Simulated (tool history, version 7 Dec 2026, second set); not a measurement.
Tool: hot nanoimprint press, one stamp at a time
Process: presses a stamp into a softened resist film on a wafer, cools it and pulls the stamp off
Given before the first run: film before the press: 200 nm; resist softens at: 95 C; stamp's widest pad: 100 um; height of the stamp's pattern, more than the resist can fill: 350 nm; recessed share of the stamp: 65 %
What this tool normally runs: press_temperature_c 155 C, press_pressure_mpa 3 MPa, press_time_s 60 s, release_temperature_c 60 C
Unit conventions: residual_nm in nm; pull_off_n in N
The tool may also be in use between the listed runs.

run,hour,press_temperature_c,press_pressure_mpa,press_time_s,release_temperature_c,residual_nm,pull_off_n
1,0,155,3,60,60,111,168
2,35.3,155,3.74,60,60,103.6,170
# hour 68.8: stamp cleaned and given a new release coat
3,74.5,155,3.74,60,60,103.9,156
4,116.6,166,3,60,60,64.8,158
5,143.2,166,3,60,60,65.5,162
6,191.1,166,3,60,60,65.9,165
7,228.9,166,3,60,60,65.8,169
8,255.7,166,3,60,60,66.7,170
9,314.3,147,3,60,60,156.4,172
# hour 331.3: plate thermocouple calibrated
# hour 351.7: stamp cleaned and given a new release coat
10,359.9,147,3,60,60,157.4,159
11,416.3,155,3,60,60,117.3,164
12,459.2,155,3,60,60,117.9,167
13,492.6,155,3,60,60,118.6,166
14,541.4,155,3,60,60,118.5,173
# hour 569.4: plate thermocouple calibrated, once more
15,579,155,3,60,60,109.8,167

The next listed run, before its measurement:
16,624,155,3,60,60,?,?

residual_nm: 109.5 nm
pull_off_n: 169 N
With the hidden condition absent and the run-to-run variation left alone, this run would have shown residual_nm 108.8 nm, pull_off_n 155 N.

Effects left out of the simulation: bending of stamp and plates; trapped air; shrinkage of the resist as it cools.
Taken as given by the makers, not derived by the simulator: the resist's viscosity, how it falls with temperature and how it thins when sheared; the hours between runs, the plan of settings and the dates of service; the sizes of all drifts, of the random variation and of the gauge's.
